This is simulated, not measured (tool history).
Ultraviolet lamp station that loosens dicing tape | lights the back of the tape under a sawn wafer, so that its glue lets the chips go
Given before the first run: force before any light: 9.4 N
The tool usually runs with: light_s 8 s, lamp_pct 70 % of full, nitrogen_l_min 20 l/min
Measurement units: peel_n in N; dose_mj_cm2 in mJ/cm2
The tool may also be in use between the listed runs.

run	hour	light_s	lamp_pct	nitrogen_l_min	peel_n	dose_mj_cm2
1	0.0	8	70	20	0.680	281
2	30.5	8	70	20	0.723	285
3	49.3	8	70	20	0.715	283
4	73.7	8	70	20	0.719	277
5	100.5	8	70	20	0.727	273
6	113.8	8	70	20	0.760	271
7	142.0	8	70	20	0.781	274
8	155.2	8	70	20	0.804	273
9	183.0	8	70	20	0.793	269
10	199.7	8	70	20	0.807	268
11	231.0	8	70	9	1.287	266
12	262.3	8	70	20	0.823	261
13	278.3	8	70	20	0.826	263
# hour 280.7: window cleaned of glue's vapour
14	304.1	8	70	7	1.669	245
15	327.9	6	70	7	2.635	186
16	360.1	8	70	20	0.962	243
# hour 363.3: window cleaned of glue's vapour, once more
17	391.2	8	70	20	0.765	276
18	423.1	8	70	20	0.752	272
19	442.8	8	70	20	0.788	271
20	466.9	8	70	20	0.771	270
21	488.6	12	70	20	0.264	403
22	520.6	12	70	20	0.285	393
23	541.8	6	65	20	1.744	181
24	568.3	13	70	35	0.174	425
25	591.2	13	70	35	0.172	416
26	623.7	10	88	18	0.281	405
# hour 626.9: lamp changed
27	642.5	13	69	20	0.118	529
28	671.8	8	69	6	1.126	324
29	694.4	8	69	6	1.141	321

Run 30, settings as shown, results not yet in. Your forecast:
30	715.3	5	95	8	?	?

{"run 30": {"peel_n": 1.315, "dose_mj_cm2": 271}}
On a tool with no hidden condition, and with the same random variation, this run would have come out at peel_n 1.112 N, dose_mj_cm2 295 mJ/cm2.

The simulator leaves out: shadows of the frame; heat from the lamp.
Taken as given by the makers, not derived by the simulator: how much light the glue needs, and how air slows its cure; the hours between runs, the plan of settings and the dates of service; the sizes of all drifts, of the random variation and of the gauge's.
